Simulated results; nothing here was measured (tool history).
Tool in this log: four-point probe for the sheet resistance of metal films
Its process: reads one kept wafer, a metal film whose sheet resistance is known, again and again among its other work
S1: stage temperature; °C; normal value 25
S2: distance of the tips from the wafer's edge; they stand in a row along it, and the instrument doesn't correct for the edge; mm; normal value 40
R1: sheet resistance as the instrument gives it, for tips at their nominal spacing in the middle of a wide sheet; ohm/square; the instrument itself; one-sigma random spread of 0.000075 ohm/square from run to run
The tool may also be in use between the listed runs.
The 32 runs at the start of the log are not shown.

Run 33, hour 1494.1: usual settings but S1 28 °C, S2 24 mm. Result: R1 0.374981 ohm/square.
Run 34, hour 1553.8: usual settings but S1 20 °C, S2 5 mm. Result: R1 0.380379 ohm/square.
Run 35, hour 1608.4: usual settings but S1 28 °C, S2 21 mm. Result: R1 0.375056 ohm/square.
Run 36, hour 1660.2: usual settings but S1 28 °C, S2 21 mm. Result: R1 0.374857 ohm/square.
Run 37, hour 1687.8: usual settings but S1 28 °C, S2 21 mm. Result: R1 0.374961 ohm/square.
Run 38, hour 1723.1: usual settings but S1 24 °C, S2 41 mm. Result: R1 0.375907 ohm/square.
Run 39, hour 1772.2: usual settings but S1 24 °C, S2 41 mm. Result: R1 0.376020 ohm/square.
Run 40, hour 1833.5: usual settings but S1 30 °C, S2 4 mm. Result: R1 0.379221 ohm/square.
At hour 1875.0: stage's thermometer calibrated.
Run 41, hour 1888.9: usual settings but S1 30 °C, S2 4 mm. Result: R1 0.378852 ohm/square.
Run 42, hour 1922.2: usual settings but S1 23 °C, S2 10 mm. Result: R1 0.376408 ohm/square.
Run 43, hour 1977.3: usual settings but S1 23 °C, S2 10 mm. Result: R1 0.376411 ohm/square.
Run 44, hour 2007.5: usual settings but S2 3 mm. Result: R1 0.383814 ohm/square.

Consider 3 possible next runs. They are alternatives, not a sequence: every one starts from the tool as it was left by run 44. What does each give?
Run A, hour 2047.0: usual settings but S1 21 °C, S2 16 mm. Result: R1 ?.
Run B, hour 2047.0: usual settings but S1 20 °C. Result: R1 ?.
Run C, hour 2047.0: usual settings but S1 29 °C, S2 20 mm. Result: R1 ?.

run        R1
  A  0.376470
  B  0.376394
  C  0.374086
With the hidden condition removed and each run's random variation left untouched, the same runs would have given:
run        R1
  A  0.377401
  B  0.377325
  C  0.375011

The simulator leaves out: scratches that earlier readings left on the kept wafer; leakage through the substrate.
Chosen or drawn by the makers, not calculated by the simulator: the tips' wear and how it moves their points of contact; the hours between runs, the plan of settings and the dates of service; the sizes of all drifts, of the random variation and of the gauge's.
